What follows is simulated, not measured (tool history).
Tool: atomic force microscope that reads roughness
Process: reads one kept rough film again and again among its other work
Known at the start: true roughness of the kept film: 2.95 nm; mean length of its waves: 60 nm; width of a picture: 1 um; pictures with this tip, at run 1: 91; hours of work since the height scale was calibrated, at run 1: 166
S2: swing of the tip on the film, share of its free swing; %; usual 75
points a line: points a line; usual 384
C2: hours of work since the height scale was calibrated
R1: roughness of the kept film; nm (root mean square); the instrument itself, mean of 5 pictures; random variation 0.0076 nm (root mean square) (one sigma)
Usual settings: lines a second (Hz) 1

run 1 hour=0 | lines_a_second_(Hz)=1 S2=75 points_a_line=384 | pictures_with_this_tip=91 C2=166 | R1=2.691
run 2 hour=29.1 | lines_a_second_(Hz)=1 S2=75 points_a_line=384 | pictures_with_this_tip=120 C2=178 | R1=2.695
run 3 hour=52 | lines_a_second_(Hz)=1 S2=75 points_a_line=384 | pictures_with_this_tip=143 C2=187 | R1=2.672
run 4 hour=77.1 | lines_a_second_(Hz)=1 S2=75 points_a_line=315 | pictures_with_this_tip=168 C2=197 | R1=2.669
run 5 hour=104.4 | lines_a_second_(Hz)=1 S2=75 points_a_line=315 | pictures_with_this_tip=195 C2=209 | R1=2.667
run 6 hour=122 | lines_a_second_(Hz)=1 S2=75 points_a_line=315 | pictures_with_this_tip=213 C2=216 | R1=2.649
run 7 hour=151.9 | lines_a_second_(Hz)=1 S2=75 points_a_line=315 | pictures_with_this_tip=243 C2=228 | R1=2.638
run 8 hour=164 | lines_a_second_(Hz)=1 S2=75 points_a_line=315 | pictures_with_this_tip=255 C2=233 | R1=2.636
-- hour=167.2 height scale calibrated on a step standard
-- hour=174.5 new tip fitted
run 9 hour=191.5 | lines_a_second_(Hz)=1 S2=75 points_a_line=869 | pictures_with_this_tip=17 C2=10 | R1=2.751
run 10 hour=212.8 | lines_a_second_(Hz)=1 S2=75 points_a_line=384 | pictures_with_this_tip=38 C2=19 | R1=2.733
run 11 hour=226.3 | lines_a_second_(Hz)=1 S2=75 points_a_line=384 | pictures_with_this_tip=52 C2=24 | R1=2.71
run 12 hour=251.6 | lines_a_second_(Hz)=1 S2=75 points_a_line=384 | pictures_with_this_tip=77 C2=35 | R1=2.704
run 13 hour=281.3 | lines_a_second_(Hz)=1 S2=75 points_a_line=267 | pictures_with_this_tip=107 C2=47 | R1=2.701
run 14 hour=296.6 | lines_a_second_(Hz)=1 S2=75 points_a_line=770 | pictures_with_this_tip=122 C2=53 | R1=2.705
run 15 hour=315.4 | lines_a_second_(Hz)=0.68 S2=75 points_a_line=269 | pictures_with_this_tip=141 C2=61 | R1=2.725
-- hour=327.7 height scale calibrated on a step standard, once more
run 16 hour=340 | lines_a_second_(Hz)=1 S2=58 points_a_line=396 | pictures_with_this_tip=165 C2=5 | R1=2.761
run 17 hour=353.3 | lines_a_second_(Hz)=1 S2=58 points_a_line=396 | pictures_with_this_tip=178 C2=11 | R1=2.759
run 18 hour=374 | lines_a_second_(Hz)=0.58 S2=73 points_a_line=384 | pictures_with_this_tip=199 C2=19 | R1=2.725
run 19 hour=395.4 | lines_a_second_(Hz)=2.15 S2=77 points_a_line=755 | pictures_with_this_tip=220 C2=28 | R1=2.458
run 20 hour=419 | lines_a_second_(Hz)=2.15 S2=77 points_a_line=906 | pictures_with_this_tip=244 C2=38 | R1=2.442
run 21 hour=433.3 | lines_a_second_(Hz)=0.62 S2=75 points_a_line=923 | pictures_with_this_tip=258 C2=44 | R1=2.697
-- hour=441 new tip fitted
run 22 hour=451.3 | lines_a_second_(Hz)=2.72 S2=88 points_a_line=418 | pictures_with_this_tip=10 C2=51 | R1=2.22
run 23 hour=463.4 | lines_a_second_(Hz)=0.69 S2=79 points_a_line=384 | pictures_with_this_tip=22 C2=56 | R1=2.751
run 24 hour=478.3 | lines_a_second_(Hz)=2.41 S2=75 points_a_line=257 | pictures_with_this_tip=37 C2=62 | R1=2.516
run 25 hour=505.2 | lines_a_second_(Hz)=1.19 S2=86 points_a_line=917 | pictures_with_this_tip=64 C2=73 | R1=2.545
run 26 hour=524.2 | lines_a_second_(Hz)=1.88 S2=57 points_a_line=267 | pictures_with_this_tip=83 C2=81 | R1=2.744

5 ways to go on from here, each from the tool as it stands after run 26. What would each give?
run A hour=544.6 | lines_a_second_(Hz)=1.88 S2=57 points_a_line=305 | pictures_with_this_tip=104 C2=89 | R1=?
run B hour=544.6 | lines_a_second_(Hz)=1 S2=70 points_a_line=384 | pictures_with_this_tip=104 C2=89 | R1=?
run C hour=544.6 | lines_a_second_(Hz)=1 S2=82 points_a_line=374 | pictures_with_this_tip=104 C2=89 | R1=?
run D hour=544.6 | lines_a_second_(Hz)=0.82 S2=74 points_a_line=414 | pictures_with_this_tip=104 C2=89 | R1=?
run E hour=544.6 | lines_a_second_(Hz)=1 S2=73 points_a_line=384 | pictures_with_this_tip=104 C2=89 | R1=?

run=A R1=2.743
run=B R1=2.715
run=C R1=2.628
run=D R1=2.74
run=E R1=2.709
Without the tool's hidden state the same runs would have given:
run=A R1=2.784
run=B R1=2.757
run=C R1=2.668
run=D R1=2.781
run=E R1=2.75
